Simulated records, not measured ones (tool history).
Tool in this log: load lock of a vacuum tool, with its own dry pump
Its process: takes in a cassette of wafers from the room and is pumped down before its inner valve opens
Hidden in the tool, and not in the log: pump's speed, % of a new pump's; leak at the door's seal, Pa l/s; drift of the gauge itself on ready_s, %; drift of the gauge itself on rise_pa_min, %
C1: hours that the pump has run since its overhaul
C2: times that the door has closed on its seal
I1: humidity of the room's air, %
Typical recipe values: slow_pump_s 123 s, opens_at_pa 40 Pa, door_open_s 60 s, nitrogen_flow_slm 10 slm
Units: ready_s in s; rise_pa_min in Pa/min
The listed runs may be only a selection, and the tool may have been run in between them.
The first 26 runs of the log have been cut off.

Run 27, hour 8880: usual settings but opens_at_pa 54 Pa, door_open_s 71 s; C1 16841; C2 17152; I1 41.8. Result: ready_s 149.4 s, rise_pa_min 0.291 Pa/min.
Run 28, hour 9210.8: usual settings but slow_pump_s 92 s, opens_at_pa 60 Pa, door_open_s 40 s, nitrogen_flow_slm 5 slm; C1 17172; C2 18314; I1 45.2. Result: ready_s 120.9 s, rise_pa_min 0.32 Pa/min.
Run 29, hour 9629: usual settings but slow_pump_s 177 s, opens_at_pa 73 Pa, door_open_s 159 s, nitrogen_flow_slm 27 slm; C1 17590; C2 19783; I1 45.3. Result: ready_s 196.7 s, rise_pa_min 0.352 Pa/min.
Run 30, hour 10149.1: usual settings but opens_at_pa 36 Pa, door_open_s 38 s, nitrogen_flow_slm 6 slm; C1 18110; C2 21609; I1 42.3. Result: ready_s 151.5 s, rise_pa_min 0.38 Pa/min.
At hour 10446.6: door's seal changed, seat wiped.
Run 31, hour 10544.8: usual settings but slow_pump_s 153 s, opens_at_pa 50 Pa, door_open_s 51 s, nitrogen_flow_slm 6 slm; C1 18505; C2 345; I1 47.7. Result: ready_s 177.4 s, rise_pa_min 0.058 Pa/min.
At hour 10957.2: dry pump taken out, an overhauled one fitted.
Run 32, hour 11075.9: usual settings but slow_pump_s 142 s, opens_at_pa 31 Pa, door_open_s 51 s, nitrogen_flow_slm 5 slm; C1 119; C2 2189; I1 44.3. Result: ready_s 165.5 s, rise_pa_min 0.071 Pa/min.
Run 33, hour 11472.2: usual settings but slow_pump_s 119 s, opens_at_pa 61 Pa, door_open_s 45 s, nitrogen_flow_slm 9 slm; C1 515; C2 3581; I1 44.7. Result: ready_s 141.2 s, rise_pa_min 0.067 Pa/min.
Run 34, hour 11691.9: usual settings but slow_pump_s 77 s, opens_at_pa 42 Pa, door_open_s 71 s; C1 735; C2 4352; I1 42.9. Result: ready_s 104.5 s, rise_pa_min 0.08 Pa/min.
Run 35, hour 11951.8: usual settings but slow_pump_s 97 s, door_open_s 53 s; C1 995; C2 5265; I1 46.3. Result: ready_s 123.1 s, rise_pa_min 0.084 Pa/min.
Run 36, hour 12407.4: usual settings but slow_pump_s 97 s, opens_at_pa 78 Pa, door_open_s 178 s; C1 1450; C2 6865; I1 48.1. Result: ready_s 119.8 s, rise_pa_min 0.163 Pa/min.
Run 37, hour 12776.6: usual settings but slow_pump_s 127 s, opens_at_pa 55 Pa, door_open_s 201 s; C1 1819; C2 8162; I1 44.3. Result: ready_s 149.6 s, rise_pa_min 0.183 Pa/min.

Predict each of these 4 candidate next runs independently; none follows another, all start after run 37:
Run A, hour 13242.5: usual settings but slow_pump_s 117 s, opens_at_pa 55 Pa, door_open_s 201 s; C1 2285; C2 9798; I1 47.7. Result: ready_s ?, rise_pa_min ?.
Run B, hour 13242.5: usual settings but slow_pump_s 107 s, opens_at_pa 55 Pa, door_open_s 33 s, nitrogen_flow_slm 7 slm; C1 2285; C2 9798; I1 43.7. Result: ready_s ?, rise_pa_min ?.
Run C, hour 13242.5: usual settings but nitrogen_flow_slm 7 slm; C1 2285; C2 9798; I1 44.1. Result: ready_s ?, rise_pa_min ?.
Run D, hour 13242.5: usual settings but slow_pump_s 122 s, door_open_s 75 s, nitrogen_flow_slm 18 slm; C1 2285; C2 9798; I1 46.1. Result: ready_s ?, rise_pa_min ?.

run  ready_s  rise_pa_min
  A    140.6        0.205
  B    131.4        0.134
  C    147.3        0.148
  D    146.3        0.142
The same runs, with their run-to-run variation unchanged, on a tool lacking any hidden condition would have given:
run  ready_s  rise_pa_min
  A    140.2        0.109
  B    131.1        0.036
  C    146.9        0.052
  D      146        0.045
